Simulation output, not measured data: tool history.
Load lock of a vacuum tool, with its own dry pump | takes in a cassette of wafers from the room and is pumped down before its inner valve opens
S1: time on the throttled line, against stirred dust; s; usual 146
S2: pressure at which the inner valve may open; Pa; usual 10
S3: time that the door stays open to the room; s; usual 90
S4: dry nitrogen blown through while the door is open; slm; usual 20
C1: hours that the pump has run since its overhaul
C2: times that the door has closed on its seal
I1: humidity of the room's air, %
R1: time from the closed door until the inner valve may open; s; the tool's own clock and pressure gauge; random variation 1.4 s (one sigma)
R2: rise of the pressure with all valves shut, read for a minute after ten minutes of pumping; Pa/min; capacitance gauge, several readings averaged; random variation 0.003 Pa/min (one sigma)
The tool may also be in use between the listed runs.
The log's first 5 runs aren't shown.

{"run": 6, "hour": 1601.7, "S1": 146, "S2": 10, "S3": 90, "S4": 20, "C1": 12413, "C2": 15473, "I1": 44.2, "R1": 238.3, "R2": 0.16}
{"run": 7, "hour": 1802.7, "S1": 146, "S2": 10, "S3": 90, "S4": 20, "C1": 12614, "C2": 15805, "I1": 49, "R1": 239.2, "R2": 0.167}
{"run": 8, "hour": 2211.8, "S1": 188, "S2": 10, "S3": 90, "S4": 20, "C1": 13023, "C2": 16481, "I1": 44.9, "R1": 275.1, "R2": 0.173}
{"run": 9, "hour": 2452.2, "S1": 146, "S2": 10, "S3": 90, "S4": 20, "C1": 13264, "C2": 16879, "I1": 44.1, "R1": 239, "R2": 0.175}
{"run": 10, "hour": 2832.9, "S1": 146, "S2": 10, "S3": 90, "S4": 20, "C1": 13645, "C2": 17508, "I1": 47.6, "R1": 241, "R2": 0.188}
{"run": 11, "hour": 3049.8, "S1": 146, "S2": 10, "S3": 78, "S4": 20, "C1": 13861, "C2": 17867, "I1": 38.7, "R1": 242.1, "R2": 0.179}
{"run": 12, "hour": 3467.8, "S1": 146, "S2": 10, "S3": 78, "S4": 20, "C1": 14279, "C2": 18558, "I1": 44, "R1": 239, "R2": 0.196}
{"run": 13, "hour": 3716.0, "S1": 146, "S2": 10, "S3": 80, "S4": 20, "C1": 14528, "C2": 18968, "I1": 45.5, "R1": 239.4, "R2": 0.201}
{"run": 14, "hour": 3908.8, "S1": 235, "S2": 10, "S3": 90, "S4": 20, "C1": 14720, "C2": 19287, "I1": 44, "R1": 317.7, "R2": 0.2}
{"run": 15, "hour": 4293.2, "S1": 146, "S2": 10, "S3": 90, "S4": 20, "C1": 15105, "C2": 19922, "I1": 41.4, "R1": 241.6, "R2": 0.209}
{"run": 16, "hour": 4693.0, "S1": 146, "S2": 10, "S3": 90, "S4": 20, "C1": 15505, "C2": 20583, "I1": 42.9, "R1": 243.7, "R2": 0.228}
{"run": 17, "hour": 5073.6, "S1": 146, "S2": 10, "S3": 26, "S4": 20, "C1": 15885, "C2": 21213, "I1": 42.7, "R1": 243, "R2": 0.216}
{"run": 18, "hour": 5474.8, "S1": 146, "S2": 10, "S3": 26, "S4": 20, "C1": 16286, "C2": 21876, "I1": 46.8, "R1": 242.2, "R2": 0.221}
{"run": 19, "hour": 5746.6, "S1": 146, "S2": 10, "S3": 26, "S4": 20, "C1": 16558, "C2": 22325, "I1": 45.6, "R1": 244.3, "R2": 0.228}
{"run": 20, "hour": 6047.3, "S1": 146, "S2": 13, "S3": 217, "S4": 12, "C1": 16859, "C2": 22822, "I1": 44.3, "R1": 239.9, "R2": 0.297}
{"run": 21, "hour": 6333.2, "S1": 146, "S2": 13, "S3": 217, "S4": 12, "C1": 17145, "C2": 23295, "I1": 45, "R1": 242.7, "R2": 0.306}
{"run": 22, "hour": 6674.0, "S1": 146, "S2": 13, "S3": 217, "S4": 12, "C1": 17486, "C2": 23858, "I1": 41, "R1": 241.6, "R2": 0.31}
{"hour": 6786.1, "done": "dry pump taken out, an overhauled one fitted"}
{"run": 23, "hour": 7091.7, "S1": 159, "S2": 16, "S3": 53, "S4": 44, "C1": 306, "C2": 24539, "I1": 46.3, "R1": 225.5, "R2": 0.265}
{"run": 24, "hour": 7458.1, "S1": 159, "S2": 16, "S3": 53, "S4": 44, "C1": 672, "C2": 25145, "I1": 43.7, "R1": 228.2, "R2": 0.271}
{"run": 25, "hour": 7893.1, "S1": 92, "S2": 15, "S3": 111, "S4": 16, "C1": 1107, "C2": 25864, "I1": 44.1, "R1": 170, "R2": 0.313}

Forecast run 26:
{"run": 26, "hour": 8348.8, "S1": 146, "S2": 9, "S3": 90, "S4": 20, "C1": 1563, "C2": 26617, "I1": 47, "R1": "?", "R2": "?"}

{"run 26": {"R1": 224.3, "R2": 0.322}}
Without the tool's hidden state the same run would have given R1 223.7 s, R2 0.044 Pa/min.
